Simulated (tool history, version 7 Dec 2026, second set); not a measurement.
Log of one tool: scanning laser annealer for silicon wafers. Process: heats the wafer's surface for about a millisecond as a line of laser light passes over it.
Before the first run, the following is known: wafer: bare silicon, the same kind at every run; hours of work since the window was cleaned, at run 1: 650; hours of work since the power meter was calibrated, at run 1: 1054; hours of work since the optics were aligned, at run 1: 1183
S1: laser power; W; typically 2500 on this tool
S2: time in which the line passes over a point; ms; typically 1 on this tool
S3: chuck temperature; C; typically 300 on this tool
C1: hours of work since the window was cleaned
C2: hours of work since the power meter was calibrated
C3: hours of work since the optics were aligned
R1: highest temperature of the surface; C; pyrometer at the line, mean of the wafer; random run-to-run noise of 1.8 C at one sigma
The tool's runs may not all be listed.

| run | hour | S1 | S2 | S3 | C1 | C2 | C3 | R1 |
|---|---|---|---|---|---|---|---|---|
| 1 | 0 | 2500 | 1 | 300 | 650 | 1054 | 1183 | 981 |
| 2 | 43.2 | 2500 | 0.77 | 300 | 681 | 1086 | 1214 | 888 |
| 3 | 68.9 | 2500 | 0.77 | 300 | 700 | 1104 | 1233 | 890 |
| 4 | 110 | 2500 | 0.77 | 300 | 730 | 1134 | 1263 | 888 |
| 5 | 140 | 2500 | 1 | 300 | 752 | 1156 | 1285 | 971 |
| 6 | 172.7 | 2500 | 1 | 320 | 776 | 1180 | 1309 | 991 |
| 7 | 216.4 | 2500 | 1 | 320 | 808 | 1212 | 1341 | 991 |
|  | 224.9 | optics aligned, line set to its width |
| 8 | 257.9 | 2500 | 1 | 320 | 834 | 1239 | 24 | 987 |
|  | 288.4 | window over the wafer cleaned |
| 9 | 288.4 | 2500 | 1 | 300 | 0 | 1259 | 45 | 1004 |
| 10 | 324.1 | 2500 | 0.71 | 300 | 26 | 1285 | 71 | 893 |
| 11 | 345.5 | 2429 | 1 | 300 | 42 | 1301 | 86 | 987 |
|  | 356.5 | optics aligned, line set to its width, once more |
| 12 | 384.3 | 2500 | 1 | 287 | 66 | 1326 | 20 | 996 |
| 13 | 414.1 | 2627 | 0.97 | 267 | 88 | 1347 | 42 | 999 |
| 14 | 455.7 | 2627 | 1.23 | 291 | 118 | 1378 | 72 | 1118 |
| 15 | 476.1 | 2286 | 0.76 | 307 | 133 | 1393 | 87 | 870 |
| 16 | 508.3 | 2500 | 0.93 | 300 | 157 | 1416 | 111 | 978 |
| 17 | 548.2 | 2500 | 0.83 | 307 | 186 | 1445 | 140 | 949 |
| 18 | 572.2 | 2500 | 0.83 | 307 | 203 | 1463 | 157 | 942 |
| 19 | 614.1 | 2500 | 0.9 | 326 | 234 | 1493 | 188 | 988 |
| 20 | 642.2 | 2500 | 0.9 | 271 | 254 | 1514 | 208 | 935 |
| 21 | 665.8 | 2500 | 0.9 | 293 | 272 | 1531 | 226 | 954 |
| 22 | 697.8 | 2500 | 0.75 | 300 | 295 | 1554 | 249 | 903 |
| 23 | 724.5 | 2353 | 1 | 325 | 314 | 1574 | 268 | 988 |
| 24 | 742.9 | 2353 | 1 | 325 | 328 | 1587 | 282 | 984 |

Below are 3 alternative next runs, each starting from the tool's condition after run 24. Predict each:
| A | 762.4 | 2695 | 0.86 | 329 | 342 | 1601 | 296 | ? |
| B | 762.4 | 2388 | 0.98 | 280 | 342 | 1601 | 296 | ? |
| C | 762.4 | 2189 | 1.04 | 325 | 342 | 1601 | 296 | ? |

| run | R1 |
|---|---|
| A | 1023 |
| B | 940 |
| C | 951 |
Without the tool's unlogged condition, the same runs would have read:
| run | R1 |
|---|---|
| A | 1027 |
| B | 944 |
| C | 955 |
